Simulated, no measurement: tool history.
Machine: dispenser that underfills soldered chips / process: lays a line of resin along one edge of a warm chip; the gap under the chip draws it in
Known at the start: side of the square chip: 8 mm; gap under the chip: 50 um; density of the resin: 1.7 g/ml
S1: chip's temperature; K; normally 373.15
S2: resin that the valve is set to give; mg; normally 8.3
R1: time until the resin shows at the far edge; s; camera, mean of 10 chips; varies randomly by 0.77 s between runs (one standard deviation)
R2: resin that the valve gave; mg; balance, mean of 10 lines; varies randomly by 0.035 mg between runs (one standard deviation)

run,hour,S1,S2,R1,R2
1,0,373.15,8.3,103.7,8.17
# hour 4.4: new syringe of resin
2,13.7,373.15,8.3,100.2,8.25
# hour 18.3: new syringe of resin
3,24.9,373.15,9.39,90.8,9.15
# hour 32.7: new syringe of resin
4,37.2,373.15,9.39,81,9.18
5,45.4,373.15,9.39,113,9.17
# hour 46.5: new syringe of resin
6,55.9,373.15,9.39,100.7,9.07
# hour 60.8: new syringe of resin
7,63.2,373.15,7.27,79.3,7.05
# hour 74.8: new syringe of resin
8,75.6,373.15,7.27,73.8,6.93
9,84,373.15,7.27,100.6,6.91
# hour 89.5: new syringe of resin
10,98.5,373.15,7.27,101.9,6.91
# hour 104.2: new syringe of resin
11,106.2,373.15,8.3,73.9,7.82
# hour 118.2: new syringe of resin
12,118.2,365.15,8.3,89.4,7.71
13,125,365.15,8.3,118,7.73
# hour 132: new syringe of resin
14,138.8,365.15,8.3,118,7.71
# hour 146: new syringe of resin
15,147.8,373.15,7.46,76.6,6.84
16,156.4,366.15,7.46,135.2,6.82
# hour 160.7: new syringe of resin
17,170.1,366.15,7.46,131.7,6.77
# hour 174.9: new syringe of resin
# hour 179.6: dispensing valve cleaned and set on the balance
18,185.2,388.15,8.3,62.6,8.22
# hour 190.8: new syringe of resin
19,198.2,364.15,7.32,128.4,7.26
# hour 204.6: new syringe of resin
20,205.1,374.15,8.44,67.5,8.29
21,217.8,386.15,9.09,76.1,8.86
# hour 219.4: new syringe of resin
22,226.2,379.15,9.42,71.5,9.16
# hour 233.5: new syringe of resin
23,237.4,379.15,10.38,63,10.08
24,245.8,371.15,9.39,117.1,9.04
# hour 248.3: new syringe of resin
25,260.2,382.15,9.4,82.2,9.02
# hour 262.5: new syringe of resin
26,273.7,382.15,9.4,77,8.91
# hour 276.7: new syringe of resin
27,283.4,381.15,9.02,67.4,8.57
# hour 291.7: new syringe of resin
28,299.9,359.15,8.49,151.9,7.97
# hour 305.6: new syringe of resin
29,312,359.15,8.49,139,7.93
# hour 319.8: new syringe of resin
30,327.5,387.15,8.49,58.6,7.8
# hour 334.2: new syringe of resin
31,336.9,387.15,8.49,48.6,7.83
32,344.9,369.15,8.35,120.2,7.63
# hour 348.1: new syringe of resin
33,356.7,364.15,7.13,138.6,6.47
# hour 362.8: new syringe of resin
# hour 369.3: dispensing valve cleaned and set on the balance
34,372,364.15,7.13,127.7,7.12
# hour 378.2: new syringe of resin
35,382.6,363.15,9.23,109.7,9.19
# hour 392: new syringe of resin
36,392.2,372.15,8.2,69.5,8.12

What if the next run were any one of these 3? Each begins from the tool's condition after run 36:
A,403.7,373.15,9.33,?,?
B,403.7,366.15,8.67,?,?
C,403.7,369.15,7.29,?,?

run,R1,R2
A,109.3,9.16
B,131.2,8.63
C,125.8,7.18
Stripped of hidden state, with their random variation kept, the same runs would have yielded:
run,R1,R2
A,71.7,9.3
B,86.1,8.77
C,82.5,7.29

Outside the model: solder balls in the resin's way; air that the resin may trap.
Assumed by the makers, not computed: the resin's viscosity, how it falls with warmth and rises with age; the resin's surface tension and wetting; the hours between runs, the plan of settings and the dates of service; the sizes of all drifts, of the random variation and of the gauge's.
